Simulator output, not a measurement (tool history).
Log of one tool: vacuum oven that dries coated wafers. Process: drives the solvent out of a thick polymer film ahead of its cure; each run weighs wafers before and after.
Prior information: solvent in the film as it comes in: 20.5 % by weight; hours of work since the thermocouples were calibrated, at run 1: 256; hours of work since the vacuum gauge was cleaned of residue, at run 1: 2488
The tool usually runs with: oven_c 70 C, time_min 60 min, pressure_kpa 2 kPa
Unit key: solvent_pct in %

| run | hour | oven_c | time_min | pressure_kpa | hours of work since the thermocouples were calibrated | hours of work since the vacuum gauge was cleaned of residue | solvent_pct |
|---|---|---|---|---|---|---|---|
| 1 | 0 | 70 | 60 | 2 | 256 | 2488 | 3.35 |
| 2 | 47.6 | 70 | 60 | 2 | 293 | 2525 | 3.43 |
| 3 | 113 | 70 | 60 | 2 | 342 | 2575 | 3.26 |
| 4 | 176.3 | 70 | 60 | 2 | 391 | 2623 | 3.27 |
| 5 | 244.4 | 70 | 60 | 2 | 443 | 2675 | 3.3 |
| 6 | 284.7 | 70 | 60 | 2 | 473 | 2706 | 3.2 |
| 7 | 330 | 70 | 60 | 2 | 508 | 2740 | 3.3 |
| 8 | 397.8 | 70 | 60 | 2 | 560 | 2792 | 3.28 |
| 9 | 479.8 | 70 | 60 | 2 | 622 | 2855 | 3.17 |
| 10 | 522.5 | 70 | 60 | 2 | 655 | 2887 | 3.12 |
| 11 | 596.8 | 78 | 60 | 2 | 712 | 2944 | 1.47 |
| 12 | 674.7 | 78 | 60 | 2 | 771 | 3003 | 1.41 |
|  | 689.7 | vacuum gauge cleaned of residue and calibrated |
| 13 | 760 | 78 | 60 | 2 | 835 | 54 | 0.95 |
|  | 790.2 | oven's thermocouples calibrated |
| 14 | 828.7 | 78 | 60 | 2 | 29 | 104 | 0.92 |
| 15 | 878.4 | 78 | 60 | 2 | 67 | 142 | 0.92 |
| 16 | 923.7 | 78 | 60 | 2 | 102 | 177 | 0.88 |
| 17 | 985.7 | 70 | 38 | 2 | 149 | 224 | 4.62 |
| 18 | 1021.9 | 70 | 67 | 2 | 177 | 252 | 2.21 |
| 19 | 1072.9 | 70 | 60 | 2 | 216 | 291 | 2.63 |
| 20 | 1129.3 | 82 | 60 | 2 | 259 | 334 | 0.7 |
| 21 | 1192.9 | 82 | 60 | 5.26 | 307 | 382 | 1.7 |
|  | 1228.4 | oven's thermocouples calibrated, once more |
| 22 | 1233.7 | 82 | 60 | 5.26 | 4 | 412 | 1.64 |
| 23 | 1274.4 | 82 | 60 | 5.26 | 35 | 443 | 1.66 |
| 24 | 1343.9 | 62 | 60 | 1.01 | 88 | 496 | 5.86 |

Forecast run 25:
| 25 | 1402 | 80 | 85 | 7.74 | 133 | 540 | ? |

Logged for run 25: solvent_pct 2.54 %.
Without the tool's hidden state the same run would have given solvent_pct 2.5 %.
